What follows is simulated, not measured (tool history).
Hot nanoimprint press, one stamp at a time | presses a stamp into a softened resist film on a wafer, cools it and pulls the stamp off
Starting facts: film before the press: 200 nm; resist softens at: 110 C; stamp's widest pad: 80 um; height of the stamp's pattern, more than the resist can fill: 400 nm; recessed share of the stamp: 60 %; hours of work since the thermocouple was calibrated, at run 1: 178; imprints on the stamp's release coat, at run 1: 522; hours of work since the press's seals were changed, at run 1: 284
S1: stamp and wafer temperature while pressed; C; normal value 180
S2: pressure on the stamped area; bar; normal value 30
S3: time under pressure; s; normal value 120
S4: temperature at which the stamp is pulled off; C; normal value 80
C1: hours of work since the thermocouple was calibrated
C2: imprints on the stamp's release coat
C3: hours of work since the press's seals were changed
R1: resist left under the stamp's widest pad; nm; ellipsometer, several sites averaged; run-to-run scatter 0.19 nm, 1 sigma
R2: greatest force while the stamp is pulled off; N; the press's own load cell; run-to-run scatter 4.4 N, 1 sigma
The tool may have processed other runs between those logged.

Run 1, hour 0: usual settings; C1 178; C2 522; C3 284. Result: R1 106.9 nm, R2 212 N.
Run 2, hour 51: usual settings; C1 210; C2 760; C3 317. Result: R1 107 nm, R2 216 N.
At hour 118.6: stamp cleaned and given a new release coat.
Run 3, hour 120.3: usual settings; C1 250; C2 8; C3 357. Result: R1 107 nm, R2 212 N.
Run 4, hour 176.6: usual settings; C1 286; C2 271; C3 393. Result: R1 106.9 nm, R2 218 N.
At hour 204.5: plate thermocouple calibrated.
Run 5, hour 230.1: usual settings; C1 16; C2 508; C3 425. Result: R1 107.7 nm, R2 224 N.
Run 6, hour 281.8: usual settings; C1 49; C2 750; C3 458. Result: R1 107.1 nm, R2 216 N.
Run 7, hour 335.5: usual settings but S2 30.2 bar, S4 66 C; C1 83; C2 1001; C3 492. Result: R1 107.1 nm, R2 247 N.
At hour 352.4: stamp cleaned and given a new release coat.
Run 8, hour 390.2: usual settings but S1 175 C, S2 27.7 bar, S3 87 s, S4 84 C; C1 115; C2 177; C3 523. Result: R1 138.7 nm, R2 211 N.
Run 9, hour 444.4: usual settings but S1 175 C, S2 22.1 bar; C1 149; C2 430; C3 558. Result: R1 138.9 nm, R2 215 N.

Run 10, settings as shown, results not yet in. Your forecast:
Run 10, hour 487.1: usual settings but S1 172 C, S2 36.5 bar, S3 67 s, S4 74 C; C1 176; C2 630; C3 585. Result: R1 ?, R2 ?.

R1: 143.8 nm
R2: 224 N
Had the tool carried no hidden state, the very same run would have given R1 143.8 nm, R2 223 N.
